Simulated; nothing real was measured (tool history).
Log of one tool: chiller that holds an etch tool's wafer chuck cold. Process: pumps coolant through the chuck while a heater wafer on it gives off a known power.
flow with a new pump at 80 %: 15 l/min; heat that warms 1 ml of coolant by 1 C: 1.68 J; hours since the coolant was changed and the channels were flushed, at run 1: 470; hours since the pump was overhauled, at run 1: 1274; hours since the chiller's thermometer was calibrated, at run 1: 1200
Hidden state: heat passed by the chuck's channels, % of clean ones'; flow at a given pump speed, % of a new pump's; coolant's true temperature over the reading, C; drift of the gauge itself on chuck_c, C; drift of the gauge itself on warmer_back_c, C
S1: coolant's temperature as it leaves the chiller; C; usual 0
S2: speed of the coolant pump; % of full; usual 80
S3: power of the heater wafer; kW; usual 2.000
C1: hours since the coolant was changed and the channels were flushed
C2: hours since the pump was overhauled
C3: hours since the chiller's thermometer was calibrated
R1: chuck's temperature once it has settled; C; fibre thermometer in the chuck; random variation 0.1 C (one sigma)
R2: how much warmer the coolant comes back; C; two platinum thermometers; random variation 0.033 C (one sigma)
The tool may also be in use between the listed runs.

Run 1, hour 0.0: usual settings; C1 470; C2 1274; C3 1200. Result: R1 18.2 C, R2 4.89 C.
Run 2, hour 20.6: usual settings but S2 67 % of full; C1 491; C2 1294; C3 1221. Result: R1 20.2 C, R2 6.00 C.
Run 3, hour 43.4: usual settings but S2 67 % of full; C1 513; C2 1317; C3 1244. Result: R1 20.3 C, R2 6.00 C.
Run 4, hour 66.6: usual settings but S2 67 % of full; C1 536; C2 1340; C3 1267. Result: R1 20.4 C, R2 5.96 C.
Run 5, hour 105.1: usual settings but S2 67 % of full; C1 575; C2 1379; C3 1305. Result: R1 20.3 C, R2 5.97 C.
Run 6, hour 130.9: usual settings but S1 10 C, S2 67 % of full; C1 601; C2 1404; C3 1331. Result: R1 30.5 C, R2 6.02 C.
Run 7, hour 154.5: usual settings but S1 5 C; C1 624; C2 1428; C3 1355. Result: R1 23.6 C, R2 5.00 C.
Run 8, hour 183.7: usual settings but S1 5 C; C1 654; C2 1457; C3 1384. Result: R1 23.3 C, R2 4.96 C.
Run 9, hour 221.1: usual settings but S1 5 C; C1 691; C2 1495; C3 1421. Result: R1 23.5 C, R2 4.96 C.
Run 10, hour 259.4: usual settings but S1 5 C, S3 1.058 kW; C1 729; C2 1533; C3 1460. Result: R1 14.6 C, R2 2.65 C.
Run 11, hour 292.2: usual settings; C1 762; C2 1566; C3 1492. Result: R1 18.5 C, R2 4.99 C.
Run 12, hour 322.4: usual settings but S3 2.024 kW; C1 792; C2 1596; C3 1523. Result: R1 18.7 C, R2 4.99 C.
Run 13, hour 353.6: usual settings; C1 824; C2 1627; C3 1554. Result: R1 18.5 C, R2 4.96 C.
Run 14, hour 387.5: usual settings but S1 1 C; C1 857; C2 1661; C3 1588. Result: R1 19.6 C, R2 4.97 C.
Run 15, hour 427.8: usual settings but S1 1 C; C1 898; C2 1701; C3 1628. Result: R1 19.7 C, R2 4.96 C.
Run 16, hour 447.9: usual settings but S1 1 C; C1 918; C2 1721; C3 1648. Result: R1 19.6 C, R2 4.96 C.
Run 17, hour 485.9: usual settings but S1 1 C; C1 956; C2 1759; C3 1686. Result: R1 19.5 C, R2 4.93 C.
Run 18, hour 506.7: usual settings but S1 -8 C, S2 77 % of full, S3 2.375 kW; C1 977; C2 1780; C3 1707. Result: R1 14.7 C, R2 6.18 C.
Run 19, hour 544.2: usual settings but S2 74 % of full, S3 2.888 kW; C1 1014; C2 1818; C3 1744. Result: R1 28.1 C, R2 7.86 C.
Run 20, hour 588.8: usual settings but S2 88 % of full, S3 2.888 kW; C1 1059; C2 1862; C3 1789. Result: R1 25.7 C, R2 6.47 C.
Run 21, hour 622.6: usual settings but S1 -2 C, S2 72 % of full, S3 1.205 kW; C1 1092; C2 1896; C3 1823. Result: R1 9.9 C, R2 3.36 C.
Run 22, hour 655.8: usual settings but S1 2 C, S2 86 % of full; C1 1126; C2 1929; C3 1856. Result: R1 20.1 C, R2 4.59 C.
Run 23, hour 676.0: usual settings but S1 3 C, S2 64 % of full, S3 1.525 kW; C1 1146; C2 1950; C3 1876. Result: R1 19.2 C, R2 4.81 C.
Run 24, hour 700.2: usual settings but S1 3 C, S2 64 % of full, S3 1.525 kW; C1 1170; C2 1974; C3 1900. Result: R1 19.1 C, R2 4.83 C.
Run 25, hour 721.9: usual settings but S1 3 C, S2 64 % of full, S3 1.525 kW; C1 1192; C2 1995; C3 1922. Result: R1 19.2 C, R2 4.91 C.
Run 26, hour 761.0: usual settings but S1 8 C; C1 1231; C2 2035; C3 1961. Result: R1 26.7 C, R2 4.99 C.
Run 27, hour 803.1: usual settings but S1 10 C; C1 1273; C2 2077; C3 2003. Result: R1 28.8 C, R2 5.04 C.
Run 28, hour 846.2: usual settings but S1 -1 C, S3 1.676 kW; C1 1316; C2 2120; C3 2047. Result: R1 14.7 C, R2 4.19 C.
Run 29, hour 871.4: usual settings but S1 -1 C, S2 79 % of full, S3 1.676 kW; C1 1341; C2 2145; C3 2072. Result: R1 14.9 C, R2 4.27 C.
Run 30, hour 893.0: usual settings but S1 2 C; C1 1363; C2 2167; C3 2093. Result: R1 20.8 C, R2 5.04 C.
Run 31, hour 930.1: usual settings but S1 2 C; C1 1400; C2 2204; C3 2130. Result: R1 21.1 C, R2 4.98 C.
Run 32, hour 957.9: usual settings but S1 8 C, S2 66 % of full; C1 1428; C2 2231; C3 2158. Result: R1 29.2 C, R2 6.17 C.

Forecast each of these 4 alternatives for the next run:
Run A, hour 1001.1: usual settings but S1 8 C, S2 66 % of full, S3 1.594 kW; C1 1471; C2 2275; C3 2201. Result: R1 ?, R2 ?.
Run B, hour 1001.1: usual settings but S1 -9 C, S2 73 % of full, S3 1.319 kW; C1 1471; C2 2275; C3 2201. Result: R1 ?, R2 ?.
Run C, hour 1001.1: usual settings but S1 3 C, S2 61 % of full; C1 1471; C2 2275; C3 2201. Result: R1 ?, R2 ?.
Run D, hour 1001.1: usual settings but S3 2.216 kW; C1 1471; C2 2275; C3 2201. Result: R1 ?, R2 ?.

run    R1    R2
  A  24.6  4.92
  B   4.1  3.67
  C  24.9  6.82
  D  20.9  5.56
Without the tool's hidden state the same runs would have given:
run    R1    R2
  A  23.7  4.66
  B   3.5  3.47
  C  23.6  6.46
  D  19.7  5.26
